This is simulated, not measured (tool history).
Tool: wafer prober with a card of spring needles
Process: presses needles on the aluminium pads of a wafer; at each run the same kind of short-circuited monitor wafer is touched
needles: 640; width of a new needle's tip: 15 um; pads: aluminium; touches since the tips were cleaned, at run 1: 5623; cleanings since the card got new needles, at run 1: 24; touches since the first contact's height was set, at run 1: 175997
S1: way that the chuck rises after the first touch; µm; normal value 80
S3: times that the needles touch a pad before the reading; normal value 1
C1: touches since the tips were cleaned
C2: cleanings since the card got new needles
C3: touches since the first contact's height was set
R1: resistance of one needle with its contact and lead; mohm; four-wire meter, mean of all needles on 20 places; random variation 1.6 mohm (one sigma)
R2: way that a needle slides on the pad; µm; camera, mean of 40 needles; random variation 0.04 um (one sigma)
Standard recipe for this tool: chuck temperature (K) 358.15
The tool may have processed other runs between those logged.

{"run": 1, "hour": 0.0, "S1": 80, "chuck temperature (K)": 358.15, "S3": 1, "C1": 5623, "C2": 24, "C3": 175997, "R1": 156, "R2": 14.69}
{"hour": 2.3, "done": "tips cleaned on abrasive film"}
{"run": 2, "hour": 11.9, "S1": 80, "chuck temperature (K)": 358.15, "S3": 1, "C1": 3821, "C2": 25, "C3": 180677, "R1": 155, "R2": 14.72}
{"hour": 18.6, "done": "tips cleaned on abrasive film"}
{"run": 3, "hour": 19.5, "S1": 80, "chuck temperature (K)": 358.15, "S3": 1, "C1": 391, "C2": 26, "C3": 183654, "R1": 154, "R2": 14.69}
{"hour": 27.3, "done": "height of the first contact set anew"}
{"run": 4, "hour": 32.9, "S1": 80, "chuck temperature (K)": 358.15, "S3": 1, "C1": 5572, "C2": 26, "C3": 2224, "R1": 156, "R2": 14.66}
{"hour": 35.0, "done": "tips cleaned on abrasive film"}
{"run": 5, "hour": 39.7, "S1": 80, "chuck temperature (K)": 358.15, "S3": 1, "C1": 1850, "C2": 27, "C3": 4843, "R1": 156, "R2": 14.63}
{"run": 6, "hour": 47.9, "S1": 80, "chuck temperature (K)": 358.15, "S3": 1, "C1": 5132, "C2": 27, "C3": 8125, "R1": 155, "R2": 14.66}
{"hour": 51.3, "done": "tips cleaned on abrasive film"}
{"run": 7, "hour": 60.5, "S1": 80, "chuck temperature (K)": 358.15, "S3": 1, "C1": 3641, "C2": 28, "C3": 13068, "R1": 156, "R2": 14.63}
{"hour": 67.4, "done": "tips cleaned on abrasive film"}
{"run": 8, "hour": 69.4, "S1": 62, "chuck temperature (K)": 358.15, "S3": 1, "C1": 806, "C2": 29, "C3": 16541, "R1": 160, "R2": 11.35}
{"run": 9, "hour": 78.3, "S1": 62, "chuck temperature (K)": 358.15, "S3": 1, "C1": 4347, "C2": 29, "C3": 20082, "R1": 159, "R2": 11.31}
{"hour": 84.0, "done": "tips cleaned on abrasive film"}
{"run": 10, "hour": 90.8, "S1": 62, "chuck temperature (K)": 358.15, "S3": 1, "C1": 2662, "C2": 30, "C3": 24957, "R1": 156, "R2": 11.32}
{"hour": 100.0, "done": "tips cleaned on abrasive film"}
{"run": 11, "hour": 100.0, "S1": 62, "chuck temperature (K)": 358.15, "S3": 1, "C1": 0, "C2": 31, "C3": 28571, "R1": 158, "R2": 11.33}
{"run": 12, "hour": 112.1, "S1": 99, "chuck temperature (K)": 309.15, "S3": 1, "C1": 4797, "C2": 31, "C3": 33368, "R1": 146, "R2": 18.08}
{"hour": 116.0, "done": "tips cleaned on abrasive film"}
{"run": 13, "hour": 122.8, "S1": 99, "chuck temperature (K)": 309.15, "S3": 1, "C1": 2680, "C2": 32, "C3": 37551, "R1": 147, "R2": 18.03}
{"hour": 132.6, "done": "tips cleaned on abrasive film"}
{"run": 14, "hour": 132.8, "S1": 61, "chuck temperature (K)": 322.15, "S3": 1, "C1": 89, "C2": 33, "C3": 41485, "R1": 154, "R2": 11.08}
{"run": 15, "hour": 140.2, "S1": 61, "chuck temperature (K)": 322.15, "S3": 1, "C1": 3029, "C2": 33, "C3": 44425, "R1": 152, "R2": 11.12}
{"hour": 149.3, "done": "tips cleaned on abrasive film"}
{"run": 16, "hour": 153.2, "S1": 71, "chuck temperature (K)": 312.15, "S3": 2, "C1": 1559, "C2": 34, "C3": 49519, "R1": 151, "R2": 12.93}
{"run": 17, "hour": 160.9, "S1": 71, "chuck temperature (K)": 312.15, "S3": 2, "C1": 4610, "C2": 34, "C3": 52570, "R1": 150, "R2": 12.9}
{"hour": 165.3, "done": "tips cleaned on abrasive film"}
{"run": 18, "hour": 169.9, "S1": 86, "chuck temperature (K)": 358.15, "S3": 2, "C1": 1854, "C2": 35, "C3": 56095, "R1": 154, "R2": 15.65}
{"run": 19, "hour": 175.9, "S1": 86, "chuck temperature (K)": 358.15, "S3": 2, "C1": 4225, "C2": 35, "C3": 58466, "R1": 156, "R2": 15.63}
{"hour": 182.2, "done": "tips cleaned on abrasive film"}
{"run": 20, "hour": 187.5, "S1": 67, "chuck temperature (K)": 336.15, "S3": 2, "C1": 2125, "C2": 36, "C3": 63019, "R1": 154, "R2": 12.14}

Predict each of these 4 candidate next runs independently; none follows another, all start after run 20:
{"hour": 199.1, "done": "tips cleaned on abrasive film"}
{"run": "A", "hour": 200.4, "S1": 93, "chuck temperature (K)": 336.15, "S3": 3, "C1": 520, "C2": 37, "C3": 68061, "R1": "?", "R2": "?"}
{"hour": 199.1, "done": "tips cleaned on abrasive film"}
{"run": "B", "hour": 200.4, "S1": 62, "chuck temperature (K)": 358.15, "S3": 1, "C1": 520, "C2": 37, "C3": 68061, "R1": "?", "R2": "?"}
{"hour": 199.1, "done": "tips cleaned on abrasive film"}
{"run": "C", "hour": 200.4, "S1": 86, "chuck temperature (K)": 299.15, "S3": 1, "C1": 520, "C2": 37, "C3": 68061, "R1": "?", "R2": "?"}
{"hour": 199.1, "done": "tips cleaned on abrasive film"}
{"run": "D", "hour": 200.4, "S1": 71, "chuck temperature (K)": 358.15, "S3": 2, "C1": 520, "C2": 37, "C3": 68061, "R1": "?", "R2": "?"}

run=A R1=149 R2=16.82
run=B R1=161 R2=11.25
run=C R1=142 R2=15.59
run=D R1=157 R2=12.89
With the hidden condition removed and each run's random variation left untouched, the same runs would have given:
run=A R1=149 R2=17.03
run=B R1=161 R2=11.39
run=C R1=142 R2=15.79
run=D R1=157 R2=13.05
